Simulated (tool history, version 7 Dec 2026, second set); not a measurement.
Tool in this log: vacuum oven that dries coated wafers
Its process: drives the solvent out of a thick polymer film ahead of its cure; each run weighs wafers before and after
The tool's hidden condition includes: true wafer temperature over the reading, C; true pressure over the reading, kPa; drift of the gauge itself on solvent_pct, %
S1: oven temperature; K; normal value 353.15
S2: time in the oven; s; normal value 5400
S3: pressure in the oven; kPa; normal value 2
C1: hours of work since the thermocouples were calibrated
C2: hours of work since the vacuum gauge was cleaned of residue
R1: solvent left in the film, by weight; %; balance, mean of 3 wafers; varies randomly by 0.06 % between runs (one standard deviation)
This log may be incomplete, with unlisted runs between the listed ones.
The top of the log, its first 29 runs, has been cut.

run,day,S1,S2,S3,C1,C2,R1
30,40.092,355.15,5400,2,184,1509,2.68
31,41.275,360.15,4440,2,205,1529,1.94
32,42.704,344.15,5400,6.58,229,1554,10.16
33,43.854,353.15,6300,5.53,249,1574,5.02
34,45.429,353.15,6300,5.53,276,1601,5.14
35,46.308,353.15,6300,5.53,291,1616,5.12
36,47.808,351.15,6660,6.76,317,1642,6.55
37,49.133,351.15,4620,1.64,340,1664,4.31
38,51.054,351.15,7260,5.98,373,1697,5.83
39,52.212,350.15,3900,4.21,393,1717,7.01
40,53.254,350.15,3900,4.21,411,1735,6.98
41,54.2,350.15,3000,4.21,427,1752,8.04
42,55.625,365.15,4200,4.15,452,1776,2.19
43,57.238,343.15,5400,3.23,479,1804,8.23
44,58.688,358.15,5400,4.7,504,1829,3.55
45,60.583,367.15,5400,2.54,537,1861,1.14
46,61.542,340.15,2880,4.78,554,1878,12.14
47,62.912,352.15,2880,3.09,577,1901,6.94

3 ways to go on from here, each from the tool as it stands after run 47. What would each give?
A,64.654,348.15,5400,5.02,607,1931,?
B,64.654,363.15,4560,6.26,607,1931,?
C,64.654,360.15,6120,2,607,1931,?

run,R1
A,7.15
B,3.37
C,1.45
With no hidden state in the tool, these same runs would have given:
run,R1
A,7.12
B,3.35
C,1.44
